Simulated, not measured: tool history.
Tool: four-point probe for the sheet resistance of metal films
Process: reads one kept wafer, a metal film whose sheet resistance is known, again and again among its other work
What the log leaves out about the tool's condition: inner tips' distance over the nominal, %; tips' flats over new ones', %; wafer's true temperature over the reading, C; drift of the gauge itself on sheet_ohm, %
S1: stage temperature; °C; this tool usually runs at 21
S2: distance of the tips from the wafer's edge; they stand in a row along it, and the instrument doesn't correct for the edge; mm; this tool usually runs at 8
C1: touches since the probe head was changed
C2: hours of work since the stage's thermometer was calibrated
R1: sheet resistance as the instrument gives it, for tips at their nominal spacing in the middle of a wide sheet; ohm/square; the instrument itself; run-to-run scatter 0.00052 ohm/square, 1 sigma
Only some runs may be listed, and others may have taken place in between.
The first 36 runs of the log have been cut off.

run	hour	S1	S2	C1	C2	R1
37	2320.6	24	72	21990	363	2.611382
38	2387.5	32	7	25921	411	2.628110
39	2441.4	32	7	29084	450	2.629955
40	2523.2	32	7	33885	509	2.631693
41	2580.8	22	57	37268	550	2.615148
42	2623.4	22	57	39771	581	2.616451
43	2691.6	25	9	43774	630	2.626222
44	2730.9	25	9	46080	658	2.626697
45	2793.4	25	9	49754	703	2.627125

3 options for the next run, each taken on its own from the tool as it stands now. Forecast them:
A	2847.2	32	4	52912	742	?
B	2847.2	21	7	52912	742	?
C	2847.2	24	8	52912	742	?

run	R1
A	2.660187
B	2.629977
C	2.629546
Had the tool no hidden state, the same runs would have come out as:
run	R1
A	2.642384
B	2.612442
C	2.611990
